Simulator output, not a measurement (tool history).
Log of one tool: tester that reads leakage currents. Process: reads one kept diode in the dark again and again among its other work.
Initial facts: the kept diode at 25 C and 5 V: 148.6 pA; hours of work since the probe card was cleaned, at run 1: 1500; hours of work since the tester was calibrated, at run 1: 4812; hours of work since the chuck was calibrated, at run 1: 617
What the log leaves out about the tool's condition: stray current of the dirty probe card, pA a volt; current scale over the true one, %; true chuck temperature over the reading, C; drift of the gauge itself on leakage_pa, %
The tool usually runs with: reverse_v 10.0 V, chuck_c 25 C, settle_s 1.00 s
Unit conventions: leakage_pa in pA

| run | day | reverse_v | chuck_c | settle_s | hours of work since the probe card was cleaned | hours of work since the tester was calibrated | hours of work since the chuck was calibrated | leakage_pa |
|---|---|---|---|---|---|---|---|---|
| 1 | 0.000 | 10.0 | 25 | 1.00 | 1500 | 4812 | 617 | 194.21 |
| 2 | 9.571 | 10.0 | 25 | 0.52 | 1614 | 4926 | 731 | 197.09 |
| 3 | 15.867 | 10.0 | 25 | 1.00 | 1689 | 5001 | 806 | 192.91 |
| 4 | 21.242 | 10.0 | 25 | 1.00 | 1754 | 5065 | 870 | 194.01 |
| 5 | 26.429 | 10.0 | 52 | 1.00 | 1815 | 5127 | 932 | 1363.74 |
| 6 | 33.692 | 10.0 | 52 | 1.00 | 1902 | 5214 | 1019 | 1363.25 |
| 7 | 41.333 | 10.0 | 52 | 1.00 | 1993 | 5305 | 1110 | 1359.31 |
| 8 | 49.071 | 10.0 | 25 | 1.00 | 2086 | 5397 | 1202 | 194.29 |
| 9 | 55.388 | 10.0 | 53 | 1.00 | 2161 | 5473 | 1278 | 1457.90 |
| 10 | 59.929 | 10.0 | 53 | 1.00 | 2215 | 5527 | 1332 | 1461.73 |
|  | 64.029 | chuck's temperature calibrated |
| 11 | 65.496 | 10.0 | 25 | 2.63 | 2281 | 5592 | 17 | 192.92 |
| 12 | 71.712 | 10.0 | 25 | 1.00 | 2355 | 5667 | 92 | 194.47 |
| 13 | 79.008 | 19.5 | 20 | 0.50 | 2442 | 5754 | 179 | 174.18 |
| 14 | 87.150 | 19.5 | 20 | 0.50 | 2539 | 5851 | 276 | 174.73 |
|  | 93.538 | tester calibrated |
| 15 | 94.746 | 19.5 | 20 | 0.50 | 2629 | 14 | 366 | 174.33 |
| 16 | 104.671 | 19.5 | 20 | 0.50 | 2747 | 133 | 484 | 174.08 |
| 17 | 111.567 | 4.3 | 36 | 0.44 | 2830 | 215 | 566 | 329.69 |
| 18 | 120.571 | 4.3 | 36 | 0.44 | 2937 | 323 | 674 | 329.84 |
|  | 126.583 | probe card cleaned and baked |
| 19 | 128.338 | 5.5 | 40 | 1.42 | 21 | 414 | 765 | 478.98 |
| 20 | 138.142 | 2.6 | 42 | 1.00 | 138 | 531 | 882 | 418.77 |
| 21 | 144.783 | 4.1 | 42 | 7.39 | 217 | 610 | 961 | 496.55 |
| 22 | 152.496 | 4.1 | 42 | 7.39 | 309 | 702 | 1053 | 493.70 |

Run 23 is up next; what results do you expect?
| 23 | 156.646 | 4.1 | 42 | 7.39 | 359 | 752 | 1103 | ? |

leakage_pa: 494.27 pA
The same run, on a tool lacking any hidden state, would have yielded leakage_pa 494.50 pA.
